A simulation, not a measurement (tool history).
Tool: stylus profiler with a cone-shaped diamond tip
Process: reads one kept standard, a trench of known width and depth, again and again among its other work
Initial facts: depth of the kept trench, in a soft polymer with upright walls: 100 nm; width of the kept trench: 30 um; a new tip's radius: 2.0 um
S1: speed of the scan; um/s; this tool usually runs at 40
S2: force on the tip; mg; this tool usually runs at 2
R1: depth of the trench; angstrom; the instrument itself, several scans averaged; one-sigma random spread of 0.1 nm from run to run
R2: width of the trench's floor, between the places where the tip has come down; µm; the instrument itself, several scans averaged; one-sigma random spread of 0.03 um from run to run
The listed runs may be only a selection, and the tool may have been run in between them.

run   hour   S1    S2      R1     R2
  1      0   40     2  1006.6  28.61
  2     35   40     2  1006.7  28.59
  3   69.6   40     2  1004.3   28.6
  4     97   40     1  1004.1  28.53
  5    112   40     1  1002.5  28.54
  6  134.8   40  4.03  1009.8  28.65
  7  163.5   40  4.03  1008.6  28.63
  8  193.9   40  4.03  1007.8   28.6
  9  213.7   40  4.26  1006.7  28.64
 10  237.4   40     2  1003.8  28.62
 11  263.7   40     2  1006.3  28.59
 12  297.3  133     2  1006.2  28.22
 13  331.3   40     2  1006.1  28.59
 14  367.5  145  5.51  1010.4  28.47
 15  386.2  145  1.49  1003.3  28.13
 16  415.3  145  1.49  1004.8  28.15
 17    445   49  1.55  1004.4  28.55
 18  474.4  127  1.12  1003.5   28.1
 19  492.8  127  1.12  1001.6  28.16
 20  511.3   84  3.35  1006.9  28.48
 21  529.7   93  1.44  1005.4  28.39
 22    553   44   0.9  1002.5  28.47
 23  568.9   11  4.51  1008.5  28.75
 24  594.7   97  3.27  1008.5  28.48
 25    624   51   2.2  1006.1  28.51
 26  640.7   12     2    1005  28.71

4 options for the next run, each taken on its own from the tool as it stands now. Forecast them:
  A  673.9  15  3.02   ?   ?
  B  673.9  31     2   ?   ?
  C  673.9  12  4.41   ?   ?
  D  673.9  68  1.25   ?   ?

run      R1     R2
  A  1008.2  28.74
  B  1004.9  28.59
  C  1009.9   28.7
  D  1002.6  28.41
With the hidden condition removed and each run's random variation left untouched, the same runs would have given:
run      R1     R2
  A  1008.4  28.74
  B  1005.1   28.6
  C  1010.1  28.71
  D  1002.8  28.42
